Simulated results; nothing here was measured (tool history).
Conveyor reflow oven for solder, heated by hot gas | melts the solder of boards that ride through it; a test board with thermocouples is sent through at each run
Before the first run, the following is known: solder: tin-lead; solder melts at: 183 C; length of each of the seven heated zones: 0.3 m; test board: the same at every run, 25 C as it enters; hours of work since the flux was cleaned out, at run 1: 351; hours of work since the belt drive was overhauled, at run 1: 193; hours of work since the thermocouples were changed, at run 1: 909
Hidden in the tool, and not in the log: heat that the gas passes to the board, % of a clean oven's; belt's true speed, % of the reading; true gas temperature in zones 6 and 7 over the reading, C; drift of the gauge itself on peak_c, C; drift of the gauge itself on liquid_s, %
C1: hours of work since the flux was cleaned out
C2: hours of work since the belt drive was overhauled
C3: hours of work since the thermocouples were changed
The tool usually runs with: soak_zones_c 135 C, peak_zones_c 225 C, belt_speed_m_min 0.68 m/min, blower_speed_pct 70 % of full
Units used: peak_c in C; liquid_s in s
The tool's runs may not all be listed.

{"run": 1, "hour": 0.0, "soak_zones_c": 135, "peak_zones_c": 225, "belt_speed_m_min": 0.68, "blower_speed_pct": 70, "C1": 351, "C2": 193, "C3": 909, "peak_c": 198, "liquid_s": 23}
{"hour": 22.3, "done": "flux residue cleaned out of gas plates and filters"}
{"run": 2, "hour": 54.3, "soak_zones_c": 135, "peak_zones_c": 230, "belt_speed_m_min": 0.68, "blower_speed_pct": 70, "C1": 18, "C2": 222, "C3": 938, "peak_c": 200.7, "liquid_s": 25.1}
{"hour": 101.6, "done": "thermocouples of zones 6 and 7 changed"}
{"run": 3, "hour": 103.5, "soak_zones_c": 143, "peak_zones_c": 225, "belt_speed_m_min": 0.68, "blower_speed_pct": 70, "C1": 45, "C2": 249, "C3": 1, "peak_c": 201.2, "liquid_s": 27.6}
{"hour": 149.2, "done": "flux residue cleaned out of gas plates and filters, once more"}
{"run": 4, "hour": 173.6, "soak_zones_c": 143, "peak_zones_c": 225, "belt_speed_m_min": 0.68, "blower_speed_pct": 70, "C1": 14, "C2": 286, "C3": 38, "peak_c": 205.9, "liquid_s": 32.7}
{"run": 5, "hour": 217.6, "soak_zones_c": 143, "peak_zones_c": 225, "belt_speed_m_min": 0.68, "blower_speed_pct": 70, "C1": 39, "C2": 311, "C3": 64, "peak_c": 205.6, "liquid_s": 32.7}
{"run": 6, "hour": 283.9, "soak_zones_c": 143, "peak_zones_c": 225, "belt_speed_m_min": 0.68, "blower_speed_pct": 70, "C1": 77, "C2": 349, "C3": 102, "peak_c": 205.2, "liquid_s": 32}
{"run": 7, "hour": 357.3, "soak_zones_c": 144, "peak_zones_c": 225, "belt_speed_m_min": 0.68, "blower_speed_pct": 70, "C1": 119, "C2": 391, "C3": 144, "peak_c": 204.4, "liquid_s": 31.8}
{"run": 8, "hour": 416.4, "soak_zones_c": 144, "peak_zones_c": 225, "belt_speed_m_min": 0.68, "blower_speed_pct": 70, "C1": 153, "C2": 425, "C3": 178, "peak_c": 204.2, "liquid_s": 31.7}
{"run": 9, "hour": 476.1, "soak_zones_c": 144, "peak_zones_c": 225, "belt_speed_m_min": 0.68, "blower_speed_pct": 70, "C1": 188, "C2": 460, "C3": 212, "peak_c": 203.8, "liquid_s": 31.6}
{"run": 10, "hour": 537.7, "soak_zones_c": 144, "peak_zones_c": 225, "belt_speed_m_min": 0.63, "blower_speed_pct": 70, "C1": 223, "C2": 495, "C3": 247, "peak_c": 206.2, "liquid_s": 36.1}
{"run": 11, "hour": 577.4, "soak_zones_c": 135, "peak_zones_c": 225, "belt_speed_m_min": 0.68, "blower_speed_pct": 70, "C1": 246, "C2": 518, "C3": 270, "peak_c": 200.9, "liquid_s": 26.2}
{"run": 12, "hour": 611.0, "soak_zones_c": 130, "peak_zones_c": 225, "belt_speed_m_min": 0.68, "blower_speed_pct": 70, "C1": 265, "C2": 537, "C3": 289, "peak_c": 199.5, "liquid_s": 23.7}
{"run": 13, "hour": 673.0, "soak_zones_c": 130, "peak_zones_c": 225, "belt_speed_m_min": 0.68, "blower_speed_pct": 70, "C1": 300, "C2": 572, "C3": 325, "peak_c": 198.9, "liquid_s": 23.3}
{"run": 14, "hour": 744.8, "soak_zones_c": 130, "peak_zones_c": 225, "belt_speed_m_min": 0.68, "blower_speed_pct": 70, "C1": 342, "C2": 614, "C3": 366, "peak_c": 198.4, "liquid_s": 22.2}
{"hour": 784.6, "done": "flux residue cleaned out of gas plates and filters"}
{"run": 15, "hour": 784.6, "soak_zones_c": 130, "peak_zones_c": 225, "belt_speed_m_min": 0.68, "blower_speed_pct": 70, "C1": 0, "C2": 634, "C3": 386, "peak_c": 203, "liquid_s": 27.4}
{"run": 16, "hour": 856.7, "soak_zones_c": 130, "peak_zones_c": 225, "belt_speed_m_min": 0.68, "blower_speed_pct": 70, "C1": 41, "C2": 675, "C3": 427, "peak_c": 202.3, "liquid_s": 26.1}
{"run": 17, "hour": 922.9, "soak_zones_c": 143, "peak_zones_c": 225, "belt_speed_m_min": 0.68, "blower_speed_pct": 80, "C1": 79, "C2": 713, "C3": 465, "peak_c": 206.7, "liquid_s": 33.8}
{"run": 18, "hour": 975.8, "soak_zones_c": 135, "peak_zones_c": 239, "belt_speed_m_min": 0.68, "blower_speed_pct": 69, "C1": 110, "C2": 743, "C3": 496, "peak_c": 213.6, "liquid_s": 35.7}
{"run": 19, "hour": 1028.0, "soak_zones_c": 135, "peak_zones_c": 219, "belt_speed_m_min": 0.68, "blower_speed_pct": 58, "C1": 140, "C2": 773, "C3": 526, "peak_c": 194.7, "liquid_s": 18.5}
{"run": 20, "hour": 1103.2, "soak_zones_c": 141, "peak_zones_c": 225, "belt_speed_m_min": 0.68, "blower_speed_pct": 70, "C1": 183, "C2": 816, "C3": 569, "peak_c": 203.2, "liquid_s": 29.8}
{"hour": 1133.4, "done": "belt drive overhauled, speed set with a stopwatch"}
{"run": 21, "hour": 1178.0, "soak_zones_c": 141, "peak_zones_c": 225, "belt_speed_m_min": 0.68, "blower_speed_pct": 70, "C1": 223, "C2": 26, "C3": 609, "peak_c": 202.6, "liquid_s": 28.4}
{"run": 22, "hour": 1216.6, "soak_zones_c": 126, "peak_zones_c": 225, "belt_speed_m_min": 0.757, "blower_speed_pct": 77, "C1": 246, "C2": 48, "C3": 632, "peak_c": 195.8, "liquid_s": 16.2}
{"run": 23, "hour": 1280.4, "soak_zones_c": 126, "peak_zones_c": 225, "belt_speed_m_min": 0.757, "blower_speed_pct": 54, "C1": 282, "C2": 84, "C3": 668, "peak_c": 188.4, "liquid_s": 7.4}
{"run": 24, "hour": 1322.3, "soak_zones_c": 126, "peak_zones_c": 235, "belt_speed_m_min": 0.757, "blower_speed_pct": 84, "C1": 306, "C2": 108, "C3": 692, "peak_c": 203.7, "liquid_s": 23.2}
{"run": 25, "hour": 1397.9, "soak_zones_c": 135, "peak_zones_c": 239, "belt_speed_m_min": 0.667, "blower_speed_pct": 70, "C1": 350, "C2": 152, "C3": 736, "peak_c": 210.9, "liquid_s": 34}
{"hour": 1420.1, "done": "flux residue cleaned out of gas plates and filters"}
{"run": 26, "hour": 1448.0, "soak_zones_c": 135, "peak_zones_c": 233, "belt_speed_m_min": 0.663, "blower_speed_pct": 70, "C1": 16, "C2": 178, "C3": 761, "peak_c": 210.3, "liquid_s": 34.8}
{"run": 27, "hour": 1516.0, "soak_zones_c": 135, "peak_zones_c": 230, "belt_speed_m_min": 0.68, "blower_speed_pct": 70, "C1": 55, "C2": 217, "C3": 800, "peak_c": 206.1, "liquid_s": 31.1}
{"run": 28, "hour": 1565.8, "soak_zones_c": 135, "peak_zones_c": 224, "belt_speed_m_min": 0.566, "blower_speed_pct": 70, "C1": 84, "C2": 245, "C3": 829, "peak_c": 207.4, "liquid_s": 39.3}
{"run": 29, "hour": 1634.7, "soak_zones_c": 135, "peak_zones_c": 224, "belt_speed_m_min": 0.566, "blower_speed_pct": 70, "C1": 123, "C2": 285, "C3": 869, "peak_c": 206.5, "liquid_s": 39.3}

Difference, measured minus no-hidden-state, one row per run. Run-to-run variation is common to both terms; the gauge's own scatter need not be:
run=1 peak_c=-6.1 liquid_s=-6.5
run=2 peak_c=-7.6 liquid_s=-7.2
run=3 peak_c=-5.3 liquid_s=-5.8
run=4 peak_c=-0.1 liquid_s=+0
run=5 peak_c=-0.4 liquid_s=-0.4
run=6 peak_c=-0.9 liquid_s=-0.8
run=7 peak_c=-1.5 liquid_s=-1.3
run=8 peak_c=-1.9 liquid_s=-1.7
run=9 peak_c=-2.3 liquid_s=-2.2
run=10 peak_c=-2.5 liquid_s=-2.4
run=11 peak_c=-3.3 liquid_s=-3.3
run=12 peak_c=-3.6 liquid_s=-3.8
run=13 peak_c=-4.2 liquid_s=-4.4
run=14 peak_c=-4.8 liquid_s=-5.1
run=15 peak_c=-0.5 liquid_s=-0.2
run=16 peak_c=-1 liquid_s=-0.8
run=17 peak_c=-1.4 liquid_s=-1
run=18 peak_c=-2 liquid_s=-1.1
run=19 peak_c=-2.1 liquid_s=-2.5
run=20 peak_c=-2.6 liquid_s=-2.3
run=21 peak_c=-3.5 liquid_s=-3.5
run=22 peak_c=-4.4 liquid_s=-4.6
run=23 peak_c=-4.5 liquid_s=-5.6
run=24 peak_c=-5.8 liquid_s=-4.5
run=25 peak_c=-5.7 liquid_s=-4.1
run=26 peak_c=-1.4 liquid_s=-0.8
run=27 peak_c=-1.8 liquid_s=-1.3
run=28 peak_c=-2.1 liquid_s=-1.8
run=29 peak_c=-2.5 liquid_s=-2.3
